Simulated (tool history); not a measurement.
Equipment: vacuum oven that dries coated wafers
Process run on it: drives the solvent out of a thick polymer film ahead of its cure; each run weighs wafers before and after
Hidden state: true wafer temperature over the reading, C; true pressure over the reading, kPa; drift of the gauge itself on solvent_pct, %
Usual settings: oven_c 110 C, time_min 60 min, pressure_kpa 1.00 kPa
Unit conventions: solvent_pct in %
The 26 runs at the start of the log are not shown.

run,day,oven_c,time_min,pressure_kpa,hours of work since the thermocouples were calibrated,hours of work since the vacuum gauge was cleaned of residue,solvent_pct
27,26.246,110,47,1.00,431,484,4.35
28,27.488,110,68,1.51,448,501,2.95
29,28.192,114,64,1.05,457,511,2.07
# day 28.392: vacuum gauge cleaned of residue and calibrated
30,29.308,115,44,1.00,472,12,3.24
31,30.129,110,92,0.77,483,23,1.70
32,31.592,107,60,1.00,502,43,4.20
# day 32.638: vacuum gauge cleaned of residue and calibrated, once more
33,32.883,97,49,1.09,519,3,7.99
34,33.725,112,60,3.81,530,15,3.47
35,35.162,108,60,0.68,549,34,3.87
36,36.333,108,60,0.68,565,50,3.88
37,37.617,107,60,1.00,582,67,4.23
38,38.421,107,60,1.00,593,78,4.22
39,39.229,107,60,1.00,604,89,4.21
40,40.592,107,60,1.00,623,107,4.20
41,42.083,107,49,1.44,643,127,5.36
42,43.258,107,49,1.44,658,143,5.29
43,44.700,107,49,2.24,678,162,5.48
44,45.725,96,50,1.43,692,176,8.18
45,47.183,109,90,1.00,711,196,2.09

Below are 3 alternative next runs, each starting from the tool's condition after run 45. Predict each:
A,48.317,110,60,0.70,726,211,?
B,48.317,110,52,1.00,726,211,?
C,48.317,109,90,1.58,726,211,?

run,solvent_pct
A,3.33
B,4.15
C,2.35
Without the tool's hidden state the same runs would have given:
run,solvent_pct
A,3.07
B,3.88
C,2.13
